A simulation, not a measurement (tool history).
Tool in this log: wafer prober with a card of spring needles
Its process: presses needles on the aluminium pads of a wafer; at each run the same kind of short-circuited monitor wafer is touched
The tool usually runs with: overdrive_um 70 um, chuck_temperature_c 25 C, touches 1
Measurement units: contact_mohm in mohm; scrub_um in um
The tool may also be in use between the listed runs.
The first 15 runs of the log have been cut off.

| run | hour | overdrive_um | chuck_temperature_c | touches | contact_mohm | scrub_um |
|---|---|---|---|---|---|---|
|  | 143.6 | tips cleaned on abrasive film |
| 16 | 156.5 | 70 | 25 | 2 | 180 | 10.79 |
| 17 | 162.3 | 70 | 25 | 3 | 175 | 10.70 |
|  | 167.9 | tips cleaned on abrasive film |
| 18 | 171.3 | 71 | 25 | 1 | 174 | 10.81 |
| 19 | 178.2 | 76 | 111 | 2 | 198 | 11.56 |
|  | 191.9 | tips cleaned on abrasive film |
| 20 | 192.6 | 66 | 110 | 1 | 186 | 10.13 |
| 21 | 202.6 | 72 | 110 | 1 | 205 | 10.93 |
|  | 216.1 | tips cleaned on abrasive film |
| 22 | 216.3 | 72 | 110 | 1 | 182 | 10.92 |
| 23 | 222.3 | 71 | 29 | 1 | 184 | 10.73 |
| 24 | 228.9 | 71 | 29 | 1 | 192 | 10.75 |
| 25 | 236.6 | 89 | 68 | 2 | 191 | 13.86 |
|  | 240.2 | tips cleaned on abrasive film |
| 26 | 250.1 | 89 | 68 | 2 | 181 | 13.74 |
| 27 | 257.6 | 59 | 25 | 1 | 212 | 8.93 |
|  | 264.3 | tips cleaned on abrasive film |
| 28 | 266.2 | 70 | 95 | 2 | 179 | 10.91 |
| 29 | 276.7 | 76 | 39 | 1 | 195 | 11.49 |
|  | 288.2 | tips cleaned on abrasive film |
| 30 | 289.8 | 65 | 25 | 1 | 169 | 9.76 |

Run 31 has not been measured yet. What should we expect?
| 31 | 298.7 | 65 | 25 | 1 | ? | ? |

{"run 31": {"contact_mohm": 193, "scrub_um": 9.8}}
With no hidden state in the tool, this same run would have given contact_mohm 161 mohm, scrub_um 10.07 um.

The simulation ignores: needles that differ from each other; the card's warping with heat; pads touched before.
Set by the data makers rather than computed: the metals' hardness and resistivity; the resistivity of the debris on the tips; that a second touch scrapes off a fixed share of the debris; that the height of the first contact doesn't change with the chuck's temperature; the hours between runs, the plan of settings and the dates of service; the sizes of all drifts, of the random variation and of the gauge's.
